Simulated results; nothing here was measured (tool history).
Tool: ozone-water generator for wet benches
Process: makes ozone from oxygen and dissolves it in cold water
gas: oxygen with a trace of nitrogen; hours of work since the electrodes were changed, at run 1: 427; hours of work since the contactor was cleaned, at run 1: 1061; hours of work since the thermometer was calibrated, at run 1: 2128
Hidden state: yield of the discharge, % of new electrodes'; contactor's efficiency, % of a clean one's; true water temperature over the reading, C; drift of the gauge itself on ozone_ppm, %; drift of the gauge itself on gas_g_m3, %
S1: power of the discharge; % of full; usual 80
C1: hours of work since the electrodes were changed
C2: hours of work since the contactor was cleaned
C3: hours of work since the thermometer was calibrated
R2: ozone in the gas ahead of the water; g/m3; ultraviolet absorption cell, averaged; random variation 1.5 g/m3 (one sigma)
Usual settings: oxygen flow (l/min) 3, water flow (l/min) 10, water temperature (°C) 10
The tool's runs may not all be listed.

run 1 hour=0 | S1=80 oxygen_flow_(l/min)=3 water_flow_(l/min)=10 water_temperature_(°C)=10 | C1=427 C2=1061 C3=2128 | dissolved_ozone_(ppm)=41.1 R2=278.4
run 2 hour=62.7 | S1=80 oxygen_flow_(l/min)=3 water_flow_(l/min)=7 water_temperature_(°C)=10 | C1=467 C2=1101 C3=2168 | dissolved_ozone_(ppm)=51.8 R2=281.4
run 3 hour=128.8 | S1=80 oxygen_flow_(l/min)=3 water_flow_(l/min)=10 water_temperature_(°C)=15 | C1=509 C2=1144 C3=2211 | dissolved_ozone_(ppm)=38.5 R2=280.5
run 4 hour=186.2 | S1=80 oxygen_flow_(l/min)=3 water_flow_(l/min)=10 water_temperature_(°C)=15 | C1=546 C2=1180 C3=2247 | dissolved_ozone_(ppm)=38 R2=279.5
run 5 hour=229.6 | S1=80 oxygen_flow_(l/min)=3 water_flow_(l/min)=8 water_temperature_(°C)=10 | C1=573 C2=1208 C3=2275 | dissolved_ozone_(ppm)=47.9 R2=278.9
run 6 hour=287.9 | S1=80 oxygen_flow_(l/min)=3 water_flow_(l/min)=8 water_temperature_(°C)=10 | C1=611 C2=1245 C3=2312 | dissolved_ozone_(ppm)=47.6 R2=279
run 7 hour=340.1 | S1=80 oxygen_flow_(l/min)=4.56 water_flow_(l/min)=10 water_temperature_(°C)=10 | C1=644 C2=1278 C3=2345 | dissolved_ozone_(ppm)=44.3 R2=242
run 8 hour=403.5 | S1=80 oxygen_flow_(l/min)=4.56 water_flow_(l/min)=10 water_temperature_(°C)=10 | C1=684 C2=1319 C3=2386 | dissolved_ozone_(ppm)=44.2 R2=241.9
run 9 hour=470.9 | S1=80 oxygen_flow_(l/min)=4.56 water_flow_(l/min)=10 water_temperature_(°C)=10 | C1=727 C2=1362 C3=2429 | dissolved_ozone_(ppm)=43.9 R2=239.8
run 10 hour=507.9 | S1=80 oxygen_flow_(l/min)=3 water_flow_(l/min)=10 water_temperature_(°C)=10 | C1=751 C2=1386 C3=2453 | dissolved_ozone_(ppm)=40.8 R2=282.4
run 11 hour=559.5 | S1=80 oxygen_flow_(l/min)=3 water_flow_(l/min)=10 water_temperature_(°C)=10 | C1=784 C2=1419 C3=2486 | dissolved_ozone_(ppm)=40.5 R2=279.5
run 12 hour=606.9 | S1=80 oxygen_flow_(l/min)=3 water_flow_(l/min)=10 water_temperature_(°C)=13 | C1=814 C2=1449 C3=2516 | dissolved_ozone_(ppm)=39.3 R2=281.6
run 13 hour=653.9 | S1=80 oxygen_flow_(l/min)=3 water_flow_(l/min)=10 water_temperature_(°C)=13 | C1=844 C2=1479 C3=2546 | dissolved_ozone_(ppm)=39.3 R2=280.8
run 14 hour=686 | S1=80 oxygen_flow_(l/min)=3 water_flow_(l/min)=10 water_temperature_(°C)=13 | C1=865 C2=1499 C3=2566 | dissolved_ozone_(ppm)=39.2 R2=280.8
run 15 hour=720.3 | S1=80 oxygen_flow_(l/min)=3 water_flow_(l/min)=10 water_temperature_(°C)=13 | C1=887 C2=1521 C3=2588 | dissolved_ozone_(ppm)=39.2 R2=282.1
run 16 hour=766.4 | S1=80 oxygen_flow_(l/min)=3 water_flow_(l/min)=10 water_temperature_(°C)=10 | C1=916 C2=1551 C3=2618 | dissolved_ozone_(ppm)=41.2 R2=280.9
run 17 hour=803.9 | S1=55 oxygen_flow_(l/min)=3 water_flow_(l/min)=10 water_temperature_(°C)=10 | C1=940 C2=1575 C3=2642 | dissolved_ozone_(ppm)=30.6 R2=210.6
run 18 hour=847 | S1=80 oxygen_flow_(l/min)=3.56 water_flow_(l/min)=7 water_temperature_(°C)=10 | C1=968 C2=1602 C3=2669 | dissolved_ozone_(ppm)=53.3 R2=266.7
run 19 hour=915.1 | S1=80 oxygen_flow_(l/min)=3.56 water_flow_(l/min)=7 water_temperature_(°C)=10 | C1=1011 C2=1646 C3=2713 | dissolved_ozone_(ppm)=52.4 R2=264.7
run 20 hour=943.8 | S1=80 oxygen_flow_(l/min)=3.56 water_flow_(l/min)=7 water_temperature_(°C)=10 | C1=1029 C2=1664 C3=2731 | dissolved_ozone_(ppm)=52.2 R2=266.8
run 21 hour=995.1 | S1=44 oxygen_flow_(l/min)=5.18 water_flow_(l/min)=6 water_temperature_(°C)=7 | C1=1062 C2=1697 C3=2764 | dissolved_ozone_(ppm)=37.8 R2=147.2
run 22 hour=1031.7 | S1=44 oxygen_flow_(l/min)=5.18 water_flow_(l/min)=6 water_temperature_(°C)=7 | C1=1085 C2=1720 C3=2787 | dissolved_ozone_(ppm)=38.2 R2=146.7
-- hour=1045.8 water thermometer calibrated
run 23 hour=1088.2 | S1=97 oxygen_flow_(l/min)=5.18 water_flow_(l/min)=7 water_temperature_(°C)=7 | C1=1121 C2=1756 C3=27 | dissolved_ozone_(ppm)=66.9 R2=273.3
run 24 hour=1155 | S1=63 oxygen_flow_(l/min)=3 water_flow_(l/min)=12 water_temperature_(°C)=7 | C1=1164 C2=1798 C3=70 | dissolved_ozone_(ppm)=30.7 R2=235.9
run 25 hour=1220.2 | S1=82 oxygen_flow_(l/min)=3 water_flow_(l/min)=10 water_temperature_(°C)=12 | C1=1205 C2=1840 C3=111 | dissolved_ozone_(ppm)=40.7 R2=287.3
run 26 hour=1267.3 | S1=41 oxygen_flow_(l/min)=1.9 water_flow_(l/min)=10 water_temperature_(°C)=10 | C1=1236 C2=1870 C3=141 | dissolved_ozone_(ppm)=21.6 R2=199.4
run 27 hour=1319.7 | S1=41 oxygen_flow_(l/min)=1.9 water_flow_(l/min)=10 water_temperature_(°C)=10 | C1=1269 C2=1904 C3=175 | dissolved_ozone_(ppm)=21.3 R2=199.7
run 28 hour=1354.7 | S1=41 oxygen_flow_(l/min)=1.9 water_flow_(l/min)=10 water_temperature_(°C)=10 | C1=1291 C2=1926 C3=197 | dissolved_ozone_(ppm)=21.6 R2=199.6
run 29 hour=1415.1 | S1=41 oxygen_flow_(l/min)=1.9 water_flow_(l/min)=10 water_temperature_(°C)=11 | C1=1330 C2=1964 C3=236 | dissolved_ozone_(ppm)=21.3 R2=197.9
run 30 hour=1446.2 | S1=41 oxygen_flow_(l/min)=1.77 water_flow_(l/min)=10 water_temperature_(°C)=13 | C1=1350 C2=1984 C3=256 | dissolved_ozone_(ppm)=20.5 R2=204.2
run 31 hour=1512 | S1=41 oxygen_flow_(l/min)=1.77 water_flow_(l/min)=10 water_temperature_(°C)=13 | C1=1392 C2=2026 C3=298 | dissolved_ozone_(ppm)=20.3 R2=204.8
-- hour=1538.9 gauge calibrated
run 32 hour=1560.9 | S1=51 oxygen_flow_(l/min)=1.77 water_flow_(l/min)=9 water_temperature_(°C)=13 | C1=1423 C2=2057 C3=329 | dissolved_ozone_(ppm)=26.1 R2=234
run 33 hour=1627.9 | S1=43 oxygen_flow_(l/min)=3 water_flow_(l/min)=10 water_temperature_(°C)=10 | C1=1466 C2=2100 C3=372 | dissolved_ozone_(ppm)=25.4 R2=173
run 34 hour=1674.9 | S1=53 oxygen_flow_(l/min)=2.16 water_flow_(l/min)=10 water_temperature_(°C)=7 | C1=1496 C2=2130 C3=402 | dissolved_ozone_(ppm)=27.7 R2=226.6

3 ways to go on from here, each from the tool as it stands after run 34. What would each give?
run A hour=1703.2 | S1=53 oxygen_flow_(l/min)=3.9 water_flow_(l/min)=11 water_temperature_(°C)=17 | C1=1514 C2=2148 C3=420 | dissolved_ozone_(ppm)=? R2=?
run B hour=1703.2 | S1=80 oxygen_flow_(l/min)=5.12 water_flow_(l/min)=10 water_temperature_(°C)=5 | C1=1514 C2=2148 C3=420 | dissolved_ozone_(ppm)=? R2=?
run C hour=1703.2 | S1=66 oxygen_flow_(l/min)=1.89 water_flow_(l/min)=10 water_temperature_(°C)=8 | C1=1514 C2=2148 C3=420 | dissolved_ozone_(ppm)=? R2=?

run=A dissolved_ozone_(ppm)=26.1 R2=182.9
run=B dissolved_ozone_(ppm)=48.7 R2=229.2
run=C dissolved_ozone_(ppm)=31.9 R2=283.8
Without the tool's hidden state the same runs would have given:
run=A dissolved_ozone_(ppm)=26.1 R2=182.4
run=B dissolved_ozone_(ppm)=48.7 R2=228.6
run=C dissolved_ozone_(ppm)=31.9 R2=283
